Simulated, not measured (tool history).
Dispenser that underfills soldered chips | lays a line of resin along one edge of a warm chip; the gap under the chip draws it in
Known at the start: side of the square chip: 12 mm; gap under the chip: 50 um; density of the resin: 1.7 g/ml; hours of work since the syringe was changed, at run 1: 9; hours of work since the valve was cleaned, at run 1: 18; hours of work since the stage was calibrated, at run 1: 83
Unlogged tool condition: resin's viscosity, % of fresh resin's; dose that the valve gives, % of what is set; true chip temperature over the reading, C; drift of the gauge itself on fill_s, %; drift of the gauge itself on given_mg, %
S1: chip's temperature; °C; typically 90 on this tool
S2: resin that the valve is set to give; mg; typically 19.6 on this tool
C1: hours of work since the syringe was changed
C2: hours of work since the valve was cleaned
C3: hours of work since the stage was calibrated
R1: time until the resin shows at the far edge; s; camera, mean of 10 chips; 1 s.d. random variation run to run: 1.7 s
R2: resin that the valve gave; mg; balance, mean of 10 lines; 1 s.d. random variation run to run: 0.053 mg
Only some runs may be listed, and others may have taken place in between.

run    day  S1    S2  C1  C2   C3     R1     R2
  1  0.000  90  19.6   9  18   83  296.3  19.44
     0.150  -- new syringe of resin
  2  0.196  90  19.6   1  22   86  180.4  19.43
  3  0.300  90  19.6   3  24   88  199.8  19.48
  4  0.392  90  19.6   5  25   90  223.2  19.39
  5  0.492  90  19.6   6  27   92  246.4  19.41
  6  0.604  90  17.7   9  29   94  287.6  17.34
  7  0.688  90  17.7  10  31   96  313.4  17.40
     0.792  -- new syringe of resin
  8  0.871  90  19.6   2  34   99  183.7  19.38
  9  1.058  90  16.9   5  38  102  230.8  16.62
 10  1.233  96  17.0   8  41  106  216.2  16.65
 11  1.400  84  19.9  11  44  109  430.7  19.49
     1.446  -- new syringe of resin
 12  1.567  95  21.2   2  47  112  151.8  20.79
 13  1.671  88  21.4   4  49  114  237.9  20.86
 14  1.808  88  21.4   7  51  116  279.1  20.97
 15  2.004  75  23.0  10  55  120  655.5  22.49
     2.096  -- new syringe of resin
 16  2.154  91  22.8   1  58  122  170.4  22.12
 17  2.304  76  22.4   4  60  125  419.6  21.68

Branching from run 17: 5 alternative next runs. What would each branch give?
  A  2.404  100  17.4   6  62  127   ?   ?
  B  2.404   88  20.5   6  62  127   ?   ?
  C  2.404   76  21.4   6  62  127   ?   ?
  D  2.404   83  20.7   6  62  127   ?   ?
  E  2.404  102  25.3   6  62  127   ?   ?

run     R1     R2
  A  154.5  16.97
  B  260.3  19.94
  C  479.9  20.86
  D  332.0  20.09
  E  134.8  24.66
Take away the tool's hidden state, keep each run's random variation, and the runs would have read:
run     R1     R2
  A  106.5  17.46
  B  179.7  20.52
  C  330.3  21.46
  D  228.8  20.67
  E   93.5  25.38
